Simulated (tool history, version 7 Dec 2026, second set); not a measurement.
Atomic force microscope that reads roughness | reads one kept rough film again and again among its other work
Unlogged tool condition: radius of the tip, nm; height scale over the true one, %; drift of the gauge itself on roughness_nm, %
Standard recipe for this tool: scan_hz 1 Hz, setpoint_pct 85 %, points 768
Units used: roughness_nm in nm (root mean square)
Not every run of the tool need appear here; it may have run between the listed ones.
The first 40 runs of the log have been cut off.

run	hour	scan_hz	setpoint_pct	points	pictures with this tip	hours of work since the height scale was calibrated	roughness_nm
# hour 931.8: new tip fitted
41	932.1	0.51	58	768	1	1098	1.407
42	964.4	2.3	62	691	45	1116	1.282
43	990.9	2.04	67	388	81	1131	1.244
44	1013.6	2.04	68	450	112	1144	1.231
45	1043.8	2.04	68	450	153	1161	1.205
# hour 1068.2: height scale calibrated on a step standard
46	1073.6	1	83	670	193	3	1.202
# hour 1077: new tip fitted
47	1104	1.28	85	790	37	20	1.213
48	1121.1	0.73	81	457	60	29	1.306
49	1135.2	2.79	71	501	79	37	1.175
50	1153	0.79	79	334	104	47	1.287
51	1175.6	0.79	79	334	134	60	1.263

For run 52, what comes out?
52	1196.6	0.79	79	334	163	72	?

{"run 52": {"roughness_nm": 1.264}}
With the hidden condition absent and the run-to-run variation left alone, this run would have shown roughness_nm 1.337 nm (root mean square).
